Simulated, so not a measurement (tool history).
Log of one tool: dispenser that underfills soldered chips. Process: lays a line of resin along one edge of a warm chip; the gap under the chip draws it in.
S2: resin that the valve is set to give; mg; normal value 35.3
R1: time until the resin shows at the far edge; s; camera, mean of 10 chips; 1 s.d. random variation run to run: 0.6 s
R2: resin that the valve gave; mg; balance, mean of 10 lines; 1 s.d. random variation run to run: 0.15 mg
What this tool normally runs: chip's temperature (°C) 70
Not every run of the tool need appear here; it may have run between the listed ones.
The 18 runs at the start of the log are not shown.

{"run": 19, "hour": 82.6, "chip's temperature (°C)": 59, "S2": 41.6, "R1": 175.6, "R2": 41.16}
{"hour": 84.9, "done": "new syringe of resin"}
{"run": 20, "hour": 87.8, "chip's temperature (°C)": 81, "S2": 45.7, "R1": 34.3, "R2": 45.04}
{"run": 21, "hour": 93.4, "chip's temperature (°C)": 70, "S2": 41.8, "R1": 82.4, "R2": 41.26}
{"run": 22, "hour": 98.9, "chip's temperature (°C)": 64, "S2": 32.6, "R1": 155.3, "R2": 32.03}
{"hour": 99.7, "done": "new syringe of resin"}
{"run": 23, "hour": 104.3, "chip's temperature (°C)": 70, "S2": 44.0, "R1": 63.8, "R2": 42.97}
{"run": 24, "hour": 111.1, "chip's temperature (°C)": 70, "S2": 44.0, "R1": 92.3, "R2": 43.43}
{"hour": 114.4, "done": "new syringe of resin"}
{"run": 25, "hour": 116.2, "chip's temperature (°C)": 77, "S2": 32.0, "R1": 39.7, "R2": 31.26}
{"run": 26, "hour": 120.3, "chip's temperature (°C)": 74, "S2": 36.0, "R1": 57.8, "R2": 35.58}
{"run": 27, "hour": 123.9, "chip's temperature (°C)": 81, "S2": 44.6, "R1": 49.0, "R2": 43.65}
{"hour": 129.3, "done": "new syringe of resin"}
{"run": 28, "hour": 130.3, "chip's temperature (°C)": 61, "S2": 45.3, "R1": 82.8, "R2": 44.38}
{"run": 29, "hour": 135.3, "chip's temperature (°C)": 61, "S2": 45.3, "R1": 111.5, "R2": 44.32}
{"run": 30, "hour": 138.6, "chip's temperature (°C)": 61, "S2": 45.3, "R1": 130.8, "R2": 44.06}
{"run": 31, "hour": 142.5, "chip's temperature (°C)": 83, "S2": 33.9, "R1": 56.3, "R2": 33.34}
{"hour": 143.9, "done": "new syringe of resin"}
{"run": 32, "hour": 149.3, "chip's temperature (°C)": 77, "S2": 33.0, "R1": 48.7, "R2": 32.08}
{"run": 33, "hour": 155.2, "chip's temperature (°C)": 59, "S2": 39.1, "R1": 163.5, "R2": 38.15}
{"hour": 159.0, "done": "new syringe of resin"}
{"run": 34, "hour": 161.3, "chip's temperature (°C)": 64, "S2": 35.8, "R1": 77.0, "R2": 34.67}
{"run": 35, "hour": 166.3, "chip's temperature (°C)": 83, "S2": 44.0, "R1": 38.3, "R2": 42.49}
{"run": 36, "hour": 170.9, "chip's temperature (°C)": 63, "S2": 39.6, "R1": 140.8, "R2": 38.78}

Here are 3 independent what-if runs from the current tool condition. What would each one return?
{"hour": 173.6, "done": "new syringe of resin"}
{"run": "A", "hour": 174.1, "chip's temperature (°C)": 77, "S2": 34.3, "R1": "?", "R2": "?"}
{"hour": 173.6, "done": "new syringe of resin"}
{"run": "B", "hour": 174.1, "chip's temperature (°C)": 73, "S2": 31.0, "R1": "?", "R2": "?"}
{"hour": 173.6, "done": "new syringe of resin"}
{"run": "C", "hour": 174.1, "chip's temperature (°C)": 59, "S2": 39.1, "R1": "?", "R2": "?"}

run=A R1=37.0 R2=33.28
run=B R1=46.3 R2=29.98
run=C R1=90.0 R2=37.72
Without the tool's hidden state the same runs would have given:
run=A R1=36.6 R2=34.35
run=B R1=45.6 R2=30.95
run=C R1=89.4 R2=38.94
